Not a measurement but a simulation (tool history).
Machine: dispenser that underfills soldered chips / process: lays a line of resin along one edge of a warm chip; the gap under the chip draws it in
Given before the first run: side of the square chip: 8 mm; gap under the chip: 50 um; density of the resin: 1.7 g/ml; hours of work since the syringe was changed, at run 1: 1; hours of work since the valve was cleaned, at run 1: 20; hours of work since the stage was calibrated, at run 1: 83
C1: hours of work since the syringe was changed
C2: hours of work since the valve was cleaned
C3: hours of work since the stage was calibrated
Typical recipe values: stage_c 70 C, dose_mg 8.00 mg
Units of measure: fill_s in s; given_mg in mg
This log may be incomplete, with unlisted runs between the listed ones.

{"run": 1, "day": 0.0, "stage_c": 70, "dose_mg": 8.0, "C1": 1, "C2": 20, "C3": 83, "fill_s": 120.9, "given_mg": 7.78}
{"day": 0.308, "done": "new syringe of resin"}
{"run": 2, "day": 0.308, "stage_c": 70, "dose_mg": 8.0, "C1": 0, "C2": 24, "C3": 87, "fill_s": 106.5, "given_mg": 7.89}
{"run": 3, "day": 0.433, "stage_c": 70, "dose_mg": 8.0, "C1": 2, "C2": 26, "C3": 89, "fill_s": 125.1, "given_mg": 7.9}
{"run": 4, "day": 0.596, "stage_c": 80, "dose_mg": 8.0, "C1": 4, "C2": 28, "C3": 91, "fill_s": 106.5, "given_mg": 7.83}
{"day": 0.708, "done": "new syringe of resin"}
{"run": 5, "day": 0.775, "stage_c": 79, "dose_mg": 8.0, "C1": 1, "C2": 31, "C3": 94, "fill_s": 84.2, "given_mg": 7.84}
{"run": 6, "day": 1.033, "stage_c": 70, "dose_mg": 10.4, "C1": 5, "C2": 35, "C3": 97, "fill_s": 163.5, "given_mg": 10.0}
{"day": 1.117, "done": "new syringe of resin"}
{"run": 7, "day": 1.325, "stage_c": 69, "dose_mg": 10.4, "C1": 3, "C2": 39, "C3": 102, "fill_s": 141.7, "given_mg": 9.87}
{"day": 1.521, "done": "new syringe of resin"}
{"run": 8, "day": 1.621, "stage_c": 69, "dose_mg": 10.4, "C1": 1, "C2": 43, "C3": 106, "fill_s": 125.2, "given_mg": 10.0}
{"run": 9, "day": 1.883, "stage_c": 69, "dose_mg": 10.4, "C1": 5, "C2": 47, "C3": 110, "fill_s": 175.8, "given_mg": 9.83}
{"day": 1.938, "done": "new syringe of resin"}
{"run": 10, "day": 2.054, "stage_c": 69, "dose_mg": 10.4, "C1": 2, "C2": 49, "C3": 112, "fill_s": 128.2, "given_mg": 9.98}
{"run": 11, "day": 2.175, "stage_c": 69, "dose_mg": 9.01, "C1": 4, "C2": 51, "C3": 114, "fill_s": 151.6, "given_mg": 8.63}
{"day": 2.342, "done": "new syringe of resin"}
{"run": 12, "day": 2.408, "stage_c": 69, "dose_mg": 9.01, "C1": 1, "C2": 54, "C3": 117, "fill_s": 122.8, "given_mg": 8.61}
{"run": 13, "day": 2.667, "stage_c": 69, "dose_mg": 9.01, "C1": 5, "C2": 58, "C3": 121, "fill_s": 170.3, "given_mg": 8.38}
{"day": 2.75, "done": "new syringe of resin"}
{"run": 14, "day": 2.958, "stage_c": 69, "dose_mg": 9.01, "C1": 3, "C2": 62, "C3": 125, "fill_s": 146.2, "given_mg": 8.47}
{"day": 3.15, "done": "new syringe of resin"}
{"run": 15, "day": 3.188, "stage_c": 69, "dose_mg": 9.01, "C1": 1, "C2": 65, "C3": 128, "fill_s": 115.9, "given_mg": 8.38}
{"run": 16, "day": 3.312, "stage_c": 70, "dose_mg": 7.02, "C1": 2, "C2": 67, "C3": 130, "fill_s": 139.1, "given_mg": 6.6}
{"run": 17, "day": 3.479, "stage_c": 70, "dose_mg": 8.0, "C1": 5, "C2": 70, "C3": 132, "fill_s": 169.9, "given_mg": 7.44}
{"day": 3.571, "done": "new syringe of resin"}
{"run": 18, "day": 3.746, "stage_c": 70, "dose_mg": 8.0, "C1": 3, "C2": 74, "C3": 136, "fill_s": 135.7, "given_mg": 7.38}
{"run": 19, "day": 3.888, "stage_c": 71, "dose_mg": 7.41, "C1": 5, "C2": 76, "C3": 138, "fill_s": 163.1, "given_mg": 6.84}
{"day": 3.979, "done": "new syringe of resin"}
{"run": 20, "day": 4.146, "stage_c": 71, "dose_mg": 7.41, "C1": 2, "C2": 79, "C3": 142, "fill_s": 134.6, "given_mg": 6.88}
{"day": 4.379, "done": "new syringe of resin"}
{"run": 21, "day": 4.408, "stage_c": 59, "dose_mg": 7.75, "C1": 0, "C2": 83, "C3": 146, "fill_s": 182.3, "given_mg": 7.17}
{"day": 4.621, "done": "dispensing valve cleaned and set on the balance"}
{"run": 22, "day": 4.692, "stage_c": 59, "dose_mg": 7.75, "C1": 4, "C2": 1, "C3": 149, "fill_s": 240.9, "given_mg": 7.77}
{"day": 4.833, "done": "new syringe of resin"}
{"run": 23, "day": 4.892, "stage_c": 65, "dose_mg": 10.18, "C1": 1, "C2": 4, "C3": 152, "fill_s": 139.9, "given_mg": 10.17}
{"run": 24, "day": 5.071, "stage_c": 60, "dose_mg": 8.79, "C1": 4, "C2": 6, "C3": 155, "fill_s": 225.3, "given_mg": 8.74}
{"day": 5.233, "done": "new syringe of resin"}
{"run": 25, "day": 5.338, "stage_c": 60, "dose_mg": 8.79, "C1": 2, "C2": 10, "C3": 158, "fill_s": 180.2, "given_mg": 8.67}
{"run": 26, "day": 5.483, "stage_c": 78, "dose_mg": 8.77, "C1": 4, "C2": 12, "C3": 161, "fill_s": 105.6, "given_mg": 8.67}
{"day": 5.646, "done": "new syringe of resin"}
{"run": 27, "day": 5.721, "stage_c": 66, "dose_mg": 9.88, "C1": 1, "C2": 16, "C3": 164, "fill_s": 133.9, "given_mg": 9.7}
{"run": 28, "day": 5.858, "stage_c": 64, "dose_mg": 9.88, "C1": 3, "C2": 18, "C3": 166, "fill_s": 171.2, "given_mg": 9.71}
{"day": 6.054, "done": "new syringe of resin"}
{"run": 29, "day": 6.054, "stage_c": 65, "dose_mg": 7.04, "C1": 0, "C2": 20, "C3": 169, "fill_s": 135.0, "given_mg": 6.98}
{"run": 30, "day": 6.35, "stage_c": 70, "dose_mg": 10.1, "C1": 4, "C2": 25, "C3": 173, "fill_s": 151.0, "given_mg": 9.9}
{"day": 6.471, "done": "new syringe of resin"}
{"run": 31, "day": 6.55, "stage_c": 79, "dose_mg": 9.95, "C1": 1, "C2": 28, "C3": 176, "fill_s": 78.9, "given_mg": 9.79}
{"run": 32, "day": 6.758, "stage_c": 70, "dose_mg": 7.92, "C1": 4, "C2": 31, "C3": 179, "fill_s": 152.0, "given_mg": 7.78}
{"day": 6.879, "done": "new syringe of resin"}
{"run": 33, "day": 7.046, "stage_c": 81, "dose_mg": 10.32, "C1": 2, "C2": 35, "C3": 183, "fill_s": 86.4, "given_mg": 9.99}
{"run": 34, "day": 7.188, "stage_c": 81, "dose_mg": 10.32, "C1": 5, "C2": 37, "C3": 185, "fill_s": 103.2, "given_mg": 10.03}
{"day": 7.283, "done": "new syringe of resin"}
{"run": 35, "day": 7.329, "stage_c": 62, "dose_mg": 7.9, "C1": 1, "C2": 39, "C3": 187, "fill_s": 152.8, "given_mg": 7.68}

Here are 5 independent what-if runs from the current tool condition. What would each one return?
{"run": "A", "day": 7.617, "stage_c": 57, "dose_mg": 7.68, "C1": 5, "C2": 43, "C3": 191, "fill_s": "?", "given_mg": "?"}
{"run": "B", "day": 7.617, "stage_c": 62, "dose_mg": 8.46, "C1": 5, "C2": 43, "C3": 191, "fill_s": "?", "given_mg": "?"}
{"run": "C", "day": 7.617, "stage_c": 70, "dose_mg": 7.96, "C1": 5, "C2": 43, "C3": 191, "fill_s": "?", "given_mg": "?"}
{"run": "D", "day": 7.617, "stage_c": 68, "dose_mg": 9.62, "C1": 5, "C2": 43, "C3": 191, "fill_s": "?", "given_mg": "?"}
{"run": "E", "day": 7.617, "stage_c": 70, "dose_mg": 9.01, "C1": 5, "C2": 43, "C3": 191, "fill_s": "?", "given_mg": "?"}

run=A fill_s=282.9 given_mg=7.34
run=B fill_s=218.1 given_mg=8.21
run=C fill_s=160.4 given_mg=7.67
run=D fill_s=171.1 given_mg=9.23
run=E fill_s=159.6 given_mg=8.71
With no hidden state in the tool, these same runs would have given:
run=A fill_s=192.2 given_mg=7.63
run=B fill_s=148.5 given_mg=8.54
run=C fill_s=108.6 given_mg=7.98
run=D fill_s=116.8 given_mg=9.60
run=E fill_s=108.6 given_mg=9.06

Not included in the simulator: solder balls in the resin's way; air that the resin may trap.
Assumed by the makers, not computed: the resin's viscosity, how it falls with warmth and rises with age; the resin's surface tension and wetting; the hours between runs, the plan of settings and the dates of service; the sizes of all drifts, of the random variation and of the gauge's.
